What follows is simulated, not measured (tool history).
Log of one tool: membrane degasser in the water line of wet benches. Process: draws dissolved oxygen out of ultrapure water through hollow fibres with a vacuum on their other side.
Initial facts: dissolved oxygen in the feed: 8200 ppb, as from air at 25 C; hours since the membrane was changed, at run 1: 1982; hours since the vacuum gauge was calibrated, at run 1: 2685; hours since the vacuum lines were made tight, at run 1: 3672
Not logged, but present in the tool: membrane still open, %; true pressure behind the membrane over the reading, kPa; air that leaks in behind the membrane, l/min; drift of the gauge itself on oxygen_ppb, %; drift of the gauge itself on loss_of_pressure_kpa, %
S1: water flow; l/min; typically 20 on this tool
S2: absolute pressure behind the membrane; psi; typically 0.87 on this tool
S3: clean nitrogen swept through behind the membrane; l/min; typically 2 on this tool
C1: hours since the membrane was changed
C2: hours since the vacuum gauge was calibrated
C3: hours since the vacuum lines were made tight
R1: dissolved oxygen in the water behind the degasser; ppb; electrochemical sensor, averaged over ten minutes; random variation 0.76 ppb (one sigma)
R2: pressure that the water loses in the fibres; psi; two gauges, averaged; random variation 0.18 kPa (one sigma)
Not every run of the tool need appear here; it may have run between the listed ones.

Run 1, hour 0: usual settings; C1 1982; C2 2685; C3 3672. Result: R1 72.5 ppb, R2 5.147 psi.
Run 2, hour 46.2: usual settings; C1 2028; C2 2731; C3 3718. Result: R1 70.1 ppb, R2 5.207 psi.
Run 3, hour 141.3: usual settings; C1 2123; C2 2826; C3 3813. Result: R1 71.7 ppb, R2 5.166 psi.
Run 4, hour 198.9: usual settings; C1 2181; C2 2883; C3 3871. Result: R1 73.6 ppb, R2 5.179 psi.
Run 5, hour 268.4: usual settings but S2 0.722 psi; C1 2250; C2 2953; C3 3941. Result: R1 48.9 ppb, R2 5.245 psi.
Run 6, hour 330.3: usual settings but S1 22 l/min, S2 0.722 psi; C1 2312; C2 3015; C3 4002. Result: R1 56.7 ppb, R2 5.722 psi.
Run 7, hour 373.4: usual settings but S1 16 l/min; C1 2355; C2 3058; C3 4046. Result: R1 55.9 ppb, R2 4.193 psi.
Run 8, hour 463.9: usual settings but S1 16 l/min; C1 2446; C2 3149; C3 4136. Result: R1 56 ppb, R2 4.174 psi.
Run 9, hour 558.8: usual settings but S1 16 l/min; C1 2541; C2 3243; C3 4231. Result: R1 55.8 ppb, R2 4.184 psi.
Run 10, hour 632.2: usual settings but S1 16 l/min; C1 2614; C2 3317; C3 4304. Result: R1 55.3 ppb, R2 4.128 psi.
Run 11, hour 699.2: usual settings but S1 16 l/min; C1 2681; C2 3384; C3 4371. Result: R1 54.4 ppb, R2 4.193 psi.
Run 12, hour 759.5: usual settings but S1 27 l/min; C1 2741; C2 3444; C3 4432. Result: R1 111.7 ppb, R2 7.091 psi.
Run 13, hour 857.1: usual settings; C1 2839; C2 3542; C3 4529. Result: R1 73.8 ppb, R2 5.246 psi.
Run 14, hour 950.4: usual settings; C1 2932; C2 3635; C3 4623. Result: R1 71.6 ppb, R2 5.265 psi.
Run 15, hour 999.6: usual settings; C1 2982; C2 3684; C3 4672. Result: R1 71.8 ppb, R2 5.297 psi.
Run 16, hour 1096.8: usual settings but S3 2.95 l/min; C1 3079; C2 3781; C3 4769. Result: R1 52.6 ppb, R2 5.227 psi.
Run 17, hour 1140.9: usual settings but S3 2.95 l/min; C1 3123; C2 3826; C3 4813. Result: R1 52.6 ppb, R2 5.272 psi.
Run 18, hour 1195.9: usual settings but S3 3.94 l/min; C1 3178; C2 3881; C3 4868. Result: R1 42.7 ppb, R2 5.276 psi.

Run 19 comes next. What will it give?
Run 19, hour 1277.8: usual settings but S3 3.94 l/min; C1 3260; C2 3962; C3 4950. Result: R1 ?, R2 ?.

R1: 41.8 ppb
R2: 5.258 psi
Minus the tool's unlogged condition, the same run would have read R1 41.8 ppb, R2 5.159 psi.

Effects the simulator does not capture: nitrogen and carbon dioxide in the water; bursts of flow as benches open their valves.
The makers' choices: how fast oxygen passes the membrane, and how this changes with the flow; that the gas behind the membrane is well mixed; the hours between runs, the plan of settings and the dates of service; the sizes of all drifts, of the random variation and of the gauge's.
